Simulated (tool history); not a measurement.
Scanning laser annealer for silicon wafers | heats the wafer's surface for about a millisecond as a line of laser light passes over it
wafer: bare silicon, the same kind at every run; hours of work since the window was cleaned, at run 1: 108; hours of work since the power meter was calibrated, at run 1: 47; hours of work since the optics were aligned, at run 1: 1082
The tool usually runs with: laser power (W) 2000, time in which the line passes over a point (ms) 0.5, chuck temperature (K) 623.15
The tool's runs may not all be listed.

run,hour,laser power (W),time in which the line passes over a point (ms),chuck temperature (K),hours of work since the window was cleaned,hours of work since the power meter was calibrated,hours of work since the optics were aligned,highest temperature of the surface (K)
1,0,2000,0.5,623.15,108,47,1082,1423.15
2,25.1,2000,0.5,623.15,128,67,1102,1422.15
3,48.9,2000,0.5,623.15,146,85,1120,1419.15
4,67.9,1701,0.5,623.15,161,100,1135,1296.15
# hour 79.5: optics aligned, line set to its width
5,84.1,1701,0.5,623.15,170,109,4,1300.15
6,108.4,1701,0.5,623.15,189,128,23,1296.15
7,120.2,1878,0.5,623.15,198,137,32,1367.15
8,137.4,2000,0.5,623.15,211,150,45,1418.15
9,148.8,2000,0.5,623.15,220,159,54,1413.15
10,169.8,1864,0.5,623.15,237,176,70,1358.15
11,185.6,1864,0.5,623.15,249,188,83,1355.15
12,201.2,1864,0.5,623.15,261,200,95,1353.15
13,217.8,2000,0.5,623.15,274,213,108,1407.15
14,241,2011,0.593,640.15,292,231,126,1493.15
15,258.2,1970,0.421,591.15,306,245,139,1295.15
# hour 268.1: window over the wafer cleaned
16,273.9,1884,0.452,645.15,5,255,150,1380.15
17,294.9,1916,0.615,660.15,21,272,166,1524.15
18,306.4,1744,0.594,585.15,30,281,175,1355.15
19,327.6,2000,0.467,592.15,46,297,192,1383.15
20,344.8,2000,0.467,592.15,60,311,205,1380.15
21,363.4,2000,0.467,592.15,74,325,220,1376.15
22,380.9,1713,0.467,622.15,88,339,234,1290.15
23,396.4,1731,0.568,609.15,100,351,246,1351.15
24,410.9,1810,0.356,612.15,111,362,257,1233.15
25,437,2000,0.371,660.15,132,383,277,1357.15

What if the next run were any one of these 5? Each begins from the tool's condition after run 25:
A,460.3,1731,0.424,598.15,150,401,295,?
B,460.3,2000,0.41,611.15,150,401,295,?
C,460.3,1716,0.371,623.15,150,401,295,?
D,460.3,1931,0.53,620.15,150,401,295,?
E,460.3,1733,0.55,660.15,150,401,295,?

run,highest temperature of the surface (K)
A,1234.15
B,1341.15
C,1214.15
D,1410.15
E,1382.15
What these runs would have given with no unlogged condition in the tool:
run,highest temperature of the surface (K)
A,1256.15
B,1365.15
C,1234.15
D,1437.15
E,1406.15

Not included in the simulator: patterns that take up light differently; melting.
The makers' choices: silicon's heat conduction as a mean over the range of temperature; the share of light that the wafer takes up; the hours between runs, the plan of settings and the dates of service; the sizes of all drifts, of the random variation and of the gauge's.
